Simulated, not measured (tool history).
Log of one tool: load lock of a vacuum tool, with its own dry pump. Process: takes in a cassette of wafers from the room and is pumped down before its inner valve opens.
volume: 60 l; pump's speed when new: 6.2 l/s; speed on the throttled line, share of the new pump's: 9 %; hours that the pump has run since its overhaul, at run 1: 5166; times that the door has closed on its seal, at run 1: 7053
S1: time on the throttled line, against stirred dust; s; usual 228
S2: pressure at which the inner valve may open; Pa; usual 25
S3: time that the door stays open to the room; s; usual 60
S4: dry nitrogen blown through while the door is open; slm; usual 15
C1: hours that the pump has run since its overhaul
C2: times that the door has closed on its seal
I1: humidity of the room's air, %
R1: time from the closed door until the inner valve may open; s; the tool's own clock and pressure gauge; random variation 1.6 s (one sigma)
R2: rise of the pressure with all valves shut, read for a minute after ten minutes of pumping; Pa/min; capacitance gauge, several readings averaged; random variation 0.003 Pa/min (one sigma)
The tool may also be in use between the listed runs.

run 1 hour=0.0 | S1=228 S2=25 S3=60 S4=15 | C1=5166 C2=7053 | I1=43.1 | R1=295.7 R2=0.066
run 2 hour=131.8 | S1=228 S2=25 S3=28 S4=15 | C1=5297 C2=7695 | I1=48.3 | R1=293.4 R2=0.053
run 3 hour=241.3 | S1=399 S2=25 S3=60 S4=15 | C1=5407 C2=8228 | I1=45.3 | R1=446.7 R2=0.068
run 4 hour=345.7 | S1=399 S2=25 S3=60 S4=15 | C1=5511 C2=8736 | I1=44.5 | R1=450.8 R2=0.067
run 5 hour=433.2 | S1=399 S2=25 S3=60 S4=15 | C1=5599 C2=9162 | I1=48.5 | R1=448.5 R2=0.069
run 6 hour=580.3 | S1=399 S2=25 S3=60 S4=15 | C1=5746 C2=9878 | I1=43.7 | R1=447.4 R2=0.072
run 7 hour=714.2 | S1=399 S2=25 S3=60 S4=15 | C1=5880 C2=10530 | I1=43.4 | R1=452.2 R2=0.076
run 8 hour=869.8 | S1=399 S2=25 S3=60 S4=15 | C1=6035 C2=11287 | I1=47.4 | R1=451.4 R2=0.075
run 9 hour=994.3 | S1=399 S2=25 S3=60 S4=15 | C1=6160 C2=11893 | I1=47.2 | R1=452.3 R2=0.078
run 10 hour=1071.9 | S1=228 S2=25 S3=60 S4=18 | C1=6237 C2=12271 | I1=45.1 | R1=295.6 R2=0.082
run 11 hour=1256.1 | S1=228 S2=25 S3=60 S4=18 | C1=6422 C2=13167 | I1=48.7 | R1=294.6 R2=0.086
run 12 hour=1361.3 | S1=228 S2=25 S3=60 S4=18 | C1=6527 C2=13679 | I1=43.7 | R1=297.5 R2=0.078
run 13 hour=1458.7 | S1=228 S2=24 S3=60 S4=15 | C1=6624 C2=14153 | I1=46.1 | R1=296.6 R2=0.085
run 14 hour=1573.2 | S1=228 S2=28 S3=60 S4=15 | C1=6739 C2=14710 | I1=44.4 | R1=294.4 R2=0.082
run 15 hour=1712.9 | S1=228 S2=25 S3=60 S4=15 | C1=6878 C2=15391 | I1=44.5 | R1=293.0 R2=0.090
run 16 hour=1890.6 | S1=228 S2=27 S3=60 S4=15 | C1=7056 C2=16256 | I1=46.0 | R1=296.8 R2=0.094
run 17 hour=1991.4 | S1=228 S2=27 S3=60 S4=15 | C1=7157 C2=16746 | I1=42.4 | R1=297.9 R2=0.090
run 18 hour=2128.5 | S1=228 S2=27 S3=60 S4=15 | C1=7294 C2=17414 | I1=41.3 | R1=295.6 R2=0.094
run 19 hour=2233.0 | S1=207 S2=39 S3=42 S4=9 | C1=7399 C2=17922 | I1=43.8 | R1=277.2 R2=0.096
run 20 hour=2316.3 | S1=207 S2=34 S3=28 S4=9 | C1=7482 C2=18328 | I1=45.8 | R1=276.5 R2=0.092
run 21 hour=2406.6 | S1=120 S2=23 S3=60 S4=15 | C1=7572 C2=18767 | I1=46.7 | R1=202.4 R2=0.101
run 22 hour=2497.6 | S1=228 S2=49 S3=60 S4=17 | C1=7663 C2=19210 | I1=48.2 | R1=289.2 R2=0.109
run 23 hour=2628.2 | S1=228 S2=49 S3=60 S4=17 | C1=7794 C2=19846 | I1=42.8 | R1=289.0 R2=0.105
run 24 hour=2717.9 | S1=228 S2=49 S3=60 S4=17 | C1=7883 C2=20282 | I1=48.0 | R1=292.0 R2=0.110
run 25 hour=2798.6 | S1=228 S2=49 S3=130 S4=41 | C1=7964 C2=20675 | I1=45.2 | R1=288.3 R2=0.111
run 26 hour=2879.5 | S1=307 S2=21 S3=60 S4=15 | C1=8045 C2=21069 | I1=43.4 | R1=369.6 R2=0.106
run 27 hour=3042.4 | S1=307 S2=21 S3=60 S4=15 | C1=8208 C2=21862 | I1=45.6 | R1=371.7 R2=0.123
run 28 hour=3208.3 | S1=307 S2=21 S3=60 S4=15 | C1=8374 C2=22669 | I1=43.7 | R1=368.2 R2=0.124
run 29 hour=3384.0 | S1=130 S2=21 S3=56 S4=15 | C1=8550 C2=23525 | I1=44.8 | R1=210.0 R2=0.124
run 30 hour=3464.2 | S1=130 S2=21 S3=56 S4=15 | C1=8630 C2=23915 | I1=45.4 | R1=212.8 R2=0.126
run 31 hour=3636.2 | S1=191 S2=21 S3=166 S4=6 | C1=8802 C2=24752 | I1=43.7 | R1=268.0 R2=0.175
run 32 hour=3754.4 | S1=191 S2=21 S3=166 S4=6 | C1=8920 C2=25327 | I1=43.7 | R1=267.9 R2=0.189
run 33 hour=3909.3 | S1=450 S2=21 S3=166 S4=26 | C1=9075 C2=26081 | I1=43.9 | R1=504.0 R2=0.153
run 34 hour=4011.6 | S1=300 S2=48 S3=151 S4=26 | C1=9177 C2=26580 | I1=45.4 | R1=359.1 R2=0.158
run 35 hour=4102.2 | S1=228 S2=42 S3=60 S4=12 | C1=9268 C2=27021 | I1=44.3 | R1=292.6 R2=0.146
run 36 hour=4189.4 | S1=453 S2=26 S3=60 S4=8 | C1=9355 C2=27445 | I1=47.4 | R1=495.3 R2=0.152

Measured less the same run without the tool's hidden state. The same run-to-run variation is in both; the gauge's scatter may not be:
The hidden state here: pump's speed, % of a new pump's; leak at the door's seal, Pa l/s; drift of the gauge itself on ready_s, %; drift of the gauge itself on rise_pa_min, %.
run=1 R1=+6.3 R2=+0.014
run=2 R1=+6.4 R2=+0.017
run=3 R1=+4.9 R2=+0.018
run=4 R1=+5.0 R2=+0.019
run=5 R1=+5.1 R2=+0.021
run=6 R1=+5.2 R2=+0.023
run=7 R1=+5.4 R2=+0.025
run=8 R1=+5.5 R2=+0.028
run=9 R1=+5.7 R2=+0.029
run=10 R1=+7.7 R2=+0.030
run=11 R1=+7.9 R2=+0.034
run=12 R1=+8.1 R2=+0.035
run=13 R1=+8.3 R2=+0.037
run=14 R1=+8.2 R2=+0.039
run=15 R1=+8.5 R2=+0.041
run=16 R1=+8.6 R2=+0.044
run=17 R1=+8.8 R2=+0.047
run=18 R1=+9.0 R2=+0.049
run=19 R1=+9.0 R2=+0.051
run=20 R1=+9.3 R2=+0.051
run=21 R1=+11.2 R2=+0.053
run=22 R1=+8.5 R2=+0.056
run=23 R1=+8.7 R2=+0.058
run=24 R1=+8.9 R2=+0.062
run=25 R1=+8.9 R2=+0.062
run=26 R1=+9.5 R2=+0.064
run=27 R1=+9.7 R2=+0.069
run=28 R1=+9.8 R2=+0.072
run=29 R1=+12.6 R2=+0.077
run=30 R1=+12.9 R2=+0.076
run=31 R1=+12.2 R2=+0.081
run=32 R1=+12.4 R2=+0.086
run=33 R1=+8.5 R2=+0.086
run=34 R1=+9.3 R2=+0.092
run=35 R1=+10.9 R2=+0.095
run=36 R1=+7.9 R2=+0.095
